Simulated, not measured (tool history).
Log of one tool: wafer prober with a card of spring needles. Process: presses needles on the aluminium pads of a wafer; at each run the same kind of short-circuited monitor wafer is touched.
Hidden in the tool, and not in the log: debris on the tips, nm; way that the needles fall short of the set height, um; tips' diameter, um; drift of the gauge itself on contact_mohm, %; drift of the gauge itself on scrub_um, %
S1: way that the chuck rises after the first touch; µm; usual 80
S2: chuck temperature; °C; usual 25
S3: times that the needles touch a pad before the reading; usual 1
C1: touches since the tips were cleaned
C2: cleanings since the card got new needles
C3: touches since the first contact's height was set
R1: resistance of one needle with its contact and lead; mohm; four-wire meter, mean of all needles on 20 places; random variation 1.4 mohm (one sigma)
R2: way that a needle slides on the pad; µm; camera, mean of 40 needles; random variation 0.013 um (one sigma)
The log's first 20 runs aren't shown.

run	hour	S1	S2	S3	C1	C2	C3	R1	R2
21	460.9	86	25	1	6524	39	7472	177	20.97
# hour 471.8: tips cleaned on abrasive film
22	487.4	86	25	1	3601	40	13581	179	20.97
# hour 510.6: tips cleaned on abrasive film
23	518.2	86	91	1	1746	41	20660	181	20.93
# hour 550.0: tips cleaned on abrasive film
24	550.0	86	55	1	0	42	27984	142	20.93
25	578.0	86	55	1	6457	42	34441	184	20.91
# hour 590.4: tips cleaned on abrasive film
26	608.8	86	55	1	4242	43	41509	179	20.90
# hour 629.2: tips cleaned on abrasive film
27	641.4	84	74	2	2817	44	49028	162	20.42
28	667.2	89	27	1	8761	44	54972	179	21.63
# hour 669.7: tips cleaned on abrasive film
29	681.4	82	30	1	2695	45	58220	177	19.93
30	699.6	80	35	2	6899	45	62424	165	19.41
# hour 708.5: tips cleaned on abrasive film
31	714.5	79	25	1	1366	46	65834	168	19.17
32	741.1	79	25	1	7506	46	71974	186	19.13

Forecast each of these 3 alternatives for the next run:
# hour 748.7: tips cleaned on abrasive film
A	764.2	74	76	1	3577	47	77279	?	?
# hour 748.7: tips cleaned on abrasive film
B	764.2	87	104	1	3577	47	77279	?	?
# hour 748.7: tips cleaned on abrasive film
C	764.2	75	25	1	3577	47	77279	?	?

run	R1	R2
A	194	17.90
B	188	21.10
C	186	18.17
Without the tool's hidden state the same runs would have given:
run	R1	R2
A	140	18.05
B	144	21.25
C	130	18.31

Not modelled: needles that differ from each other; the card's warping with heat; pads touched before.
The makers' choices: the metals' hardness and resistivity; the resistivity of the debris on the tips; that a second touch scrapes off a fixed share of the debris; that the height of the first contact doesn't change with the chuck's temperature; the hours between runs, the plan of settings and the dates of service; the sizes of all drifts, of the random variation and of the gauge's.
